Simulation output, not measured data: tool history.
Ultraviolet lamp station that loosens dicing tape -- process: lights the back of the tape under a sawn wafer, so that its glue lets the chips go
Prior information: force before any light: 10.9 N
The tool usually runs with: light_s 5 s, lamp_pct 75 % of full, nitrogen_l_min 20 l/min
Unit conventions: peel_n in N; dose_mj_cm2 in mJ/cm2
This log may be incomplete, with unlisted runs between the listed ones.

Run 1, hour 0: usual settings. Result: peel_n 0.849 N, dose_mj_cm2 194 mJ/cm2.
Run 2, hour 29.5: usual settings. Result: peel_n 0.809 N, dose_mj_cm2 187 mJ/cm2.
Run 3, hour 60.4: usual settings. Result: peel_n 0.822 N, dose_mj_cm2 189 mJ/cm2.
Run 4, hour 85.5: usual settings. Result: peel_n 0.833 N, dose_mj_cm2 187 mJ/cm2.
Run 5, hour 111.7: usual settings. Result: peel_n 0.849 N, dose_mj_cm2 185 mJ/cm2.
Run 6, hour 147.4: usual settings. Result: peel_n 0.828 N, dose_mj_cm2 185 mJ/cm2.
Run 7, hour 189.2: usual settings but light_s 6 s. Result: peel_n 0.58 N, dose_mj_cm2 217 mJ/cm2.
Run 8, hour 215.1: usual settings but lamp_pct 72 % of full. Result: peel_n 0.963 N, dose_mj_cm2 172 mJ/cm2.
Run 9, hour 265: usual settings. Result: peel_n 0.902 N, dose_mj_cm2 179 mJ/cm2.
Run 10, hour 300: usual settings. Result: peel_n 0.948 N, dose_mj_cm2 171 mJ/cm2.
Run 11, hour 341.5: usual settings. Result: peel_n 0.96 N, dose_mj_cm2 176 mJ/cm2.
Run 12, hour 368.2: usual settings but nitrogen_l_min 15 l/min. Result: peel_n 1.176 N, dose_mj_cm2 173 mJ/cm2.
Run 13, hour 395.8: usual settings but nitrogen_l_min 15 l/min. Result: peel_n 1.214 N, dose_mj_cm2 171 mJ/cm2.
Run 14, hour 417.3: usual settings but nitrogen_l_min 15 l/min. Result: peel_n 1.218 N, dose_mj_cm2 168 mJ/cm2.
Run 15, hour 464.3: usual settings. Result: peel_n 1.002 N, dose_mj_cm2 170 mJ/cm2.
Run 16, hour 507.6: usual settings. Result: peel_n 1.015 N, dose_mj_cm2 163 mJ/cm2.
Run 17, hour 558.5: usual settings but lamp_pct 85 % of full. Result: peel_n 0.819 N, dose_mj_cm2 185 mJ/cm2.
At hour 589: window cleaned of glue's vapour.
Run 18, hour 608.4: usual settings but light_s 10 s. Result: peel_n 0.279 N, dose_mj_cm2 352 mJ/cm2.
Run 19, hour 633.9: usual settings but light_s 10 s. Result: peel_n 0.286 N, dose_mj_cm2 352 mJ/cm2.
Run 20, hour 680.2: usual settings but light_s 2 s. Result: peel_n 3.842 N, dose_mj_cm2 70 mJ/cm2.
Run 21, hour 712.5: usual settings but light_s 2 s. Result: peel_n 3.97 N, dose_mj_cm2 68 mJ/cm2.
At hour 735.6: lamp changed.
Run 22, hour 758.1: usual settings but light_s 3 s. Result: peel_n 1.593 N, dose_mj_cm2 129 mJ/cm2.
Run 23, hour 798.9: usual settings but light_s 3 s, lamp_pct 90 % of full. Result: peel_n 1.157 N, dose_mj_cm2 154 mJ/cm2.
Run 24, hour 830.3: usual settings but light_s 3 s, lamp_pct 90 % of full. Result: peel_n 1.159 N, dose_mj_cm2 154 mJ/cm2.
Run 25, hour 859.1: usual settings but light_s 3 s, lamp_pct 90 % of full. Result: peel_n 1.231 N, dose_mj_cm2 153 mJ/cm2.
Run 26, hour 895.1: usual settings but light_s 6 s, lamp_pct 80 % of full. Result: peel_n 0.393 N, dose_mj_cm2 270 mJ/cm2.
Run 27, hour 923.7: usual settings but light_s 3 s, lamp_pct 69 % of full. Result: peel_n 2.021 N, dose_mj_cm2 115 mJ/cm2.
Run 28, hour 962.6: usual settings but light_s 4 s, lamp_pct 69 % of full, nitrogen_l_min 7 l/min. Result: peel_n 2.418 N, dose_mj_cm2 152 mJ/cm2.
Run 29, hour 998.4: usual settings but light_s 6 s, lamp_pct 65 % of full, nitrogen_l_min 7 l/min. Result: peel_n 1.372 N, dose_mj_cm2 216 mJ/cm2.
Run 30, hour 1026.7: usual settings but nitrogen_l_min 8 l/min. Result: peel_n 1.411 N, dose_mj_cm2 206 mJ/cm2.
Run 31, hour 1051.8: usual settings but nitrogen_l_min 8 l/min. Result: peel_n 1.409 N, dose_mj_cm2 202 mJ/cm2.
Run 32, hour 1086.1: usual settings but light_s 3 s, lamp_pct 82 % of full. Result: peel_n 1.608 N, dose_mj_cm2 132 mJ/cm2.
Run 33, hour 1133.5: usual settings but light_s 3 s, lamp_pct 61 % of full, nitrogen_l_min 11 l/min. Result: peel_n 3.476 N, dose_mj_cm2 100 mJ/cm2.
Run 34, hour 1162.2: usual settings but light_s 3 s, lamp_pct 61 % of full, nitrogen_l_min 11 l/min. Result: peel_n 3.384 N, dose_mj_cm2 99 mJ/cm2.
Run 35, hour 1201.7: usual settings but lamp_pct 69 % of full. Result: peel_n 0.883 N, dose_mj_cm2 181 mJ/cm2.
Run 36, hour 1247.8: usual settings but light_s 10 s, lamp_pct 80 % of full, nitrogen_l_min 15 l/min. Result: peel_n 0.271 N, dose_mj_cm2 417 mJ/cm2.
Run 37, hour 1270.6: usual settings but light_s 10 s, lamp_pct 80 % of full, nitrogen_l_min 15 l/min. Result: peel_n 0.285 N, dose_mj_cm2 409 mJ/cm2.
At hour 1295.3: window cleaned of glue's vapour.
Run 38, hour 1309.5: usual settings but nitrogen_l_min 14 l/min. Result: peel_n 0.837 N, dose_mj_cm2 211 mJ/cm2.
Run 39, hour 1330.6: usual settings but light_s 3 s, lamp_pct 87 % of full, nitrogen_l_min 11 l/min. Result: peel_n 1.949 N, dose_mj_cm2 146 mJ/cm2.
Run 40, hour 1380.8: usual settings but light_s 6 s, lamp_pct 78 % of full, nitrogen_l_min 10 l/min. Result: peel_n 0.743 N, dose_mj_cm2 255 mJ/cm2.
Run 41, hour 1406.4: usual settings but light_s 6 s, lamp_pct 78 % of full, nitrogen_l_min 10 l/min. Result: peel_n 0.725 N, dose_mj_cm2 257 mJ/cm2.
Run 42, hour 1450.6: usual settings but light_s 6 s, lamp_pct 78 % of full, nitrogen_l_min 10 l/min. Result: peel_n 0.757 N, dose_mj_cm2 252 mJ/cm2.
Run 43, hour 1476.3: usual settings but lamp_pct 73 % of full, nitrogen_l_min 19 l/min. Result: peel_n 0.739 N, dose_mj_cm2 196 mJ/cm2.
Run 44, hour 1512.7: usual settings but lamp_pct 86 % of full, nitrogen_l_min 33 l/min. Result: peel_n 0.403 N, dose_mj_cm2 234 mJ/cm2.

3 ways to go on from here, each from the tool as it stands after run 44. What would each give?
Run A, hour 1542.9: usual settings but lamp_pct 61 % of full. Result: peel_n ?, dose_mj_cm2 ?.
Run B, hour 1542.9: usual settings but lamp_pct 61 % of full, nitrogen_l_min 19 l/min. Result: peel_n ?, dose_mj_cm2 ?.
Run C, hour 1542.9: usual settings but lamp_pct 89 % of full, nitrogen_l_min 33 l/min. Result: peel_n ?, dose_mj_cm2 ?.

run  peel_n  dose_mj_cm2
  A   1.064          163
  B   1.131          162
  C   0.389          234
Take away the tool's hidden state, keep each run's random variation, and the runs would have read:
run  peel_n  dose_mj_cm2
  A   0.811          186
  B   0.861          185
  C   0.323          268
